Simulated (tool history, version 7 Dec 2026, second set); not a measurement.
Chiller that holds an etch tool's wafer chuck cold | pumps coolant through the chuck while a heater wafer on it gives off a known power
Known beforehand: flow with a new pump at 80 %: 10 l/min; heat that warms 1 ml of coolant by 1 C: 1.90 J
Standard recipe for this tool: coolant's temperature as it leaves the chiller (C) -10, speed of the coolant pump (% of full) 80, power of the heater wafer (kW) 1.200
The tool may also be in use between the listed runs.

run    hour  coolant's temperature as it leaves the chiller (C)  speed of the coolant pump (% of full)  power of the heater wafer (kW)  chuck's temperature once it has settled (C)  how much warmer the coolant comes back (C)
  1     0.0                                                 -10                                     80                           1.200                                         -1.7                                        3.78
  2   120.5                                                 -19                                     80                           1.200                                        -10.8                                        3.83
      194.8  -- coolant changed, channels flushed
  3   260.1                                                 -19                                     80                           1.200                                        -11.0                                        3.74
  4   396.7                                                 -19                                     97                           1.200                                        -11.6                                        3.07
  5   502.9                                                 -10                                     80                           1.200                                         -1.5                                        3.79
  6   689.2                                                 -10                                     80                           1.200                                         -1.7                                        3.78
  7   821.6                                                 -10                                     80                           1.200                                         -1.7                                        3.69
  8   933.1                                                 -10                                     69                           1.200                                         -1.1                                        4.34
  9  1079.9                                                 -10                                     69                           1.200                                         -1.0                                        4.37
 10  1192.6                                                 -10                                     80                           1.200                                         -1.7                                        3.72
 11  1289.5                                                 -10                                     80                           1.200                                         -1.8                                        3.67
 12  1461.7                                                 -10                                     80                           1.200                                         -1.8                                        3.67
 13  1577.2                                                  -6                                     80                           1.200                                          2.2                                        3.65
 14  1746.0                                                 -10                                     80                           1.200                                         -1.8                                        3.65
 15  1931.3                                                 -17                                     80                           1.200                                         -8.7                                        3.73
 16  2019.6                                                 -10                                     80                           1.200                                         -1.5                                        3.62
     2096.1  -- chiller's thermometer calibrated
 17  2187.5                                                 -10                                     80                           1.200                                         -1.7                                        3.61
 18  2287.1                                                 -10                                     80                           1.200                                         -1.7                                        3.61
 19  2463.9                                                  -8                                     86                           1.200                                         -0.1                                        3.37
 20  2608.4                                                  -8                                     86                           1.200                                         -0.2                                        3.30
 21  2733.4                                                  -8                                     86                           1.200                                         -0.3                                        3.31
 22  2858.7                                                 -14                                     71                           0.897                                         -7.3                                        2.99
 23  3045.7                                                 -10                                     95                           1.074                                         -3.2                                        2.62
 24  3185.7                                                 -11                                     94                           1.074                                         -4.3                                        2.66
 25  3366.6                                                 -17                                     99                           1.472                                         -8.3                                        3.50
 26  3469.6                                                 -18                                     76                           0.920                                        -11.7                                        2.81
 27  3632.8                                                 -12                                     61                           1.395                                         -0.6                                        5.56
 28  3804.8                                                 -12                                     95                           1.737                                         -1.4                                        4.28
 29  3897.1                                                 -18                                     65                           0.740                                        -12.3                                        2.62
 30  4064.6                                                 -18                                     65                           0.740                                        -12.2                                        2.58
 31  4158.3                                                 -12                                     80                           0.643                                         -7.6                                        1.77
     4197.6  -- gauge calibrated
 32  4240.0                                                 -12                                     80                           0.643                                         -7.6                                        2.03
 33  4357.8                                                 -19                                     63                           1.494                                         -7.1                                        6.06

What if the next run were any one of these 3? Each begins from the tool's condition after run 33:
  A  4521.1                                                 -15                                     87                           0.740                                            ?                                           ?
  B  4521.1                                                 -11                                     80                           1.200                                            ?                                           ?
  C  4521.1                                                 -10                                     83                           1.616                                            ?                                           ?

run  chuck's temperature once it has settled (C)  how much warmer the coolant comes back (C)
  A                                        -10.1                                        2.17
  B                                         -2.8                                        3.76
  C                                          0.9                                        4.91
Had the tool no hidden state, the same runs would have come out as:
run  chuck's temperature once it has settled (C)  how much warmer the coolant comes back (C)
  A                                        -10.1                                        2.19
  B                                         -2.8                                        3.77
  C                                          0.9                                        4.93
